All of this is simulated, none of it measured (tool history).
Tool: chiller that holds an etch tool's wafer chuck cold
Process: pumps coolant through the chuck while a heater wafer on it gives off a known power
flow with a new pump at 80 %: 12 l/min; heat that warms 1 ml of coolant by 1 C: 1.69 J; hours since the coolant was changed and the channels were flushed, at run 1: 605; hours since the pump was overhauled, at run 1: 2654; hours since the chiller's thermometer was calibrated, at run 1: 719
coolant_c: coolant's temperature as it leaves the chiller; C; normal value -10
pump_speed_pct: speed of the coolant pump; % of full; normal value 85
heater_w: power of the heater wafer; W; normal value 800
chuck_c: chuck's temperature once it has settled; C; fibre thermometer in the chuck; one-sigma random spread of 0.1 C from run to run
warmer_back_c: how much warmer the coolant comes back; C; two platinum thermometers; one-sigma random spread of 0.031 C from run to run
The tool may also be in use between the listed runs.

run    hour  coolant_c  pump_speed_pct  heater_w  hours since the coolant was changed and the channels were flushed  hours since the pump was overhauled  hours since the chiller's thermometer was calibrated  chuck_c  warmer_back_c
  1       0        -10              85       800                                                                605                                 2654                                                   719     -3.4           2.28
  2    51.4        -10              92       800                                                                656                                 2705                                                   771       -4           2.01
  3   116.2        -10              85       800                                                                721                                 2770                                                   836     -3.6           2.24
  4   188.8        -10              85       800                                                                793                                 2843                                                   908     -3.5           2.24
  5   227.3         -1              85       800                                                                832                                 2881                                                   947      5.4           2.27
  6   272.3         -1              85       800                                                                877                                 2926                                                   992      5.3           2.24
  7   316.6         -3              85       800                                                                921                                 2970                                                  1036      3.5           2.31
  8   365.8         -3              85       800                                                                970                                 3020                                                  1085      3.5           2.28
  9   436.6         -3              85       772                                                               1041                                 3090                                                  1156      3.1           2.23
 10   486.1         -3              85       772                                                               1091                                 3140                                                  1206      3.2           2.22
 11     557         -3              85       772                                                               1162                                 3211                                                  1276      3.1           2.27
 12   614.5         -3              85       772                                                               1219                                 3268                                                  1334      3.2           2.24
 13   686.2        -10              85       800                                                               1291                                 3340                                                  1406     -3.5           2.26
 14   748.2         -3              85       800                                                               1353                                 3402                                                  1468      3.6           2.28
 15   819.2        -10              85       800                                                               1424                                 3473                                                  1539     -3.5           2.36
 16     868        -10              85       831                                                               1473                                 3522                                                  1588     -3.4           2.42
 17   936.4        -10              85       831                                                               1541                                 3590                                                  1656     -3.4           2.41
 18  1001.2        -10              70      1081                                                               1606                                 3655                                                  1721      0.2           3.84
 19  1073.4         -4              79       532                                                               1678                                 3727                                                  1793      0.6           1.62
 20  1107.7         -2              62       652                                                               1712                                 3762                                                  1827      4.6           2.75
 21  1151.8         -2              62       652                                                               1756                                 3806                                                  1871      4.8           2.68
 22  1221.9         -2              62       652                                                               1826                                 3876                                                  1941      4.8           2.65
 23  1278.7        -13              62      1149                                                               1883                                 3933                                                  1998     -1.1           4.72
 24  1331.4        -13              62      1149                                                               1936                                 3985                                                  2051     -0.8           4.78
 25  1399.7        -13              62      1149                                                               2004                                 4054                                                  2119       -1           4.73
 26  1442.5         -9              85       652                                                               2047                                 4096                                                  2162     -3.7           1.83
 27    1516        -14              74      1022                                                               2121                                 4170                                                  2235     -4.6           3.47
 28    1587         -8              85       763                                                               2192                                 4241                                                  2306     -1.9           2.18
 29  1621.4         -8              85       763                                                               2226                                 4275                                                  2341     -1.9           2.27
 30  1683.6         -3              98       616                                                               2288                                 4337                                                  2403      1.6           1.51
 31  1750.1        -17              88       622                                                               2355                                 4404                                                  2470    -12.2           1.74
 32    1789        -17              88       622                                                               2394                                 4443                                                  2509    -12.2            1.7
 33  1839.2        -10              89       591                                                               2444                                 4493                                                  2559     -5.4           1.64

Alternative continuations, all from the tool just after run 33; predict every row:
  A  1915.1        -11              89       591                                                               2520                                 4569                                                  2635        ?              ?
  B  1915.1        -10              88       800                                                               2520                                 4569                                                  2635        ?              ?
  C  1915.1        -17              85      1043                                                               2520                                 4569                                                  2635        ?              ?

run  chuck_c  warmer_back_c
  A     -6.5           1.64
  B     -3.7           2.26
  C     -8.5           3.02
With no hidden state in the tool, these same runs would have given:
run  chuck_c  warmer_back_c
  A     -6.5           1.57
  B     -3.9           2.15
  C     -8.8           2.88
